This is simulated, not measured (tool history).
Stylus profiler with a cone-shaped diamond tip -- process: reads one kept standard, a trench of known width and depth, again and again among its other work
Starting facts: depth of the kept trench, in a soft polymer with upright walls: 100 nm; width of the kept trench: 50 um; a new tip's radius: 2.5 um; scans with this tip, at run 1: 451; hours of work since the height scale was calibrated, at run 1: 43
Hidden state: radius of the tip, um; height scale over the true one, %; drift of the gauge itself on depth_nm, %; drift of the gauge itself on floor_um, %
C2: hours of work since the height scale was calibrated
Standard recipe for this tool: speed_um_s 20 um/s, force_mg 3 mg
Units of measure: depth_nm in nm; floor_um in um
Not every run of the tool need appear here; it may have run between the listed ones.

{"run": 1, "hour": 0.0, "speed_um_s": 20, "force_mg": 3, "scans with this tip": 451, "C2": 43, "depth_nm": 100.92, "floor_um": 48.47}
{"run": 2, "hour": 49.8, "speed_um_s": 20, "force_mg": 2.2, "scans with this tip": 773, "C2": 74, "depth_nm": 100.71, "floor_um": 48.45}
{"run": 3, "hour": 117.9, "speed_um_s": 20, "force_mg": 2.2, "scans with this tip": 1213, "C2": 116, "depth_nm": 100.66, "floor_um": 48.38}
{"run": 4, "hour": 184.2, "speed_um_s": 20, "force_mg": 2.2, "scans with this tip": 1642, "C2": 157, "depth_nm": 100.74, "floor_um": 48.36}
{"run": 5, "hour": 229.3, "speed_um_s": 20, "force_mg": 2.2, "scans with this tip": 1933, "C2": 185, "depth_nm": 100.72, "floor_um": 48.3}
{"run": 6, "hour": 274.0, "speed_um_s": 20, "force_mg": 2.2, "scans with this tip": 2222, "C2": 212, "depth_nm": 100.7, "floor_um": 48.27}
{"run": 7, "hour": 339.6, "speed_um_s": 20, "force_mg": 2.2, "scans with this tip": 2646, "C2": 253, "depth_nm": 100.7, "floor_um": 48.21}
{"run": 8, "hour": 402.4, "speed_um_s": 20, "force_mg": 2.2, "scans with this tip": 3052, "C2": 291, "depth_nm": 100.69, "floor_um": 48.12}
{"run": 9, "hour": 436.6, "speed_um_s": 11, "force_mg": 7.28, "scans with this tip": 3273, "C2": 312, "depth_nm": 101.57, "floor_um": 48.16}
{"run": 10, "hour": 474.9, "speed_um_s": 30, "force_mg": 5.24, "scans with this tip": 3521, "C2": 336, "depth_nm": 101.23, "floor_um": 48.16}
{"run": 11, "hour": 531.5, "speed_um_s": 12, "force_mg": 1.98, "scans with this tip": 3887, "C2": 371, "depth_nm": 100.66, "floor_um": 48.1}
{"run": 12, "hour": 590.8, "speed_um_s": 12, "force_mg": 1.98, "scans with this tip": 4270, "C2": 408, "depth_nm": 100.63, "floor_um": 48.04}
{"run": 13, "hour": 622.0, "speed_um_s": 9, "force_mg": 2.85, "scans with this tip": 4471, "C2": 427, "depth_nm": 100.82, "floor_um": 48.06}
{"run": 14, "hour": 667.8, "speed_um_s": 26, "force_mg": 1.1, "scans with this tip": 4768, "C2": 455, "depth_nm": 100.4, "floor_um": 47.89}
{"run": 15, "hour": 731.6, "speed_um_s": 15, "force_mg": 1.15, "scans with this tip": 5180, "C2": 494, "depth_nm": 100.36, "floor_um": 47.9}
{"run": 16, "hour": 796.2, "speed_um_s": 64, "force_mg": 1.28, "scans with this tip": 5598, "C2": 534, "depth_nm": 100.35, "floor_um": 47.71}

Results per run with the tool's hidden condition removed, run-to-run variation unchanged:
run=1 depth_nm=100.91 floor_um=48.53
run=2 depth_nm=100.7 floor_um=48.56
run=3 depth_nm=100.66 floor_um=48.55
run=4 depth_nm=100.75 floor_um=48.58
run=5 depth_nm=100.73 floor_um=48.56
run=6 depth_nm=100.72 floor_um=48.57
run=7 depth_nm=100.73 floor_um=48.56
run=8 depth_nm=100.72 floor_um=48.52
run=9 depth_nm=101.6 floor_um=48.59
run=10 depth_nm=101.28 floor_um=48.62
run=11 depth_nm=100.7 floor_um=48.61
run=12 depth_nm=100.69 floor_um=48.59
run=13 depth_nm=100.88 floor_um=48.63
run=14 depth_nm=100.47 floor_um=48.49
run=15 depth_nm=100.43 floor_um=48.55
run=16 depth_nm=100.43 floor_um=48.41
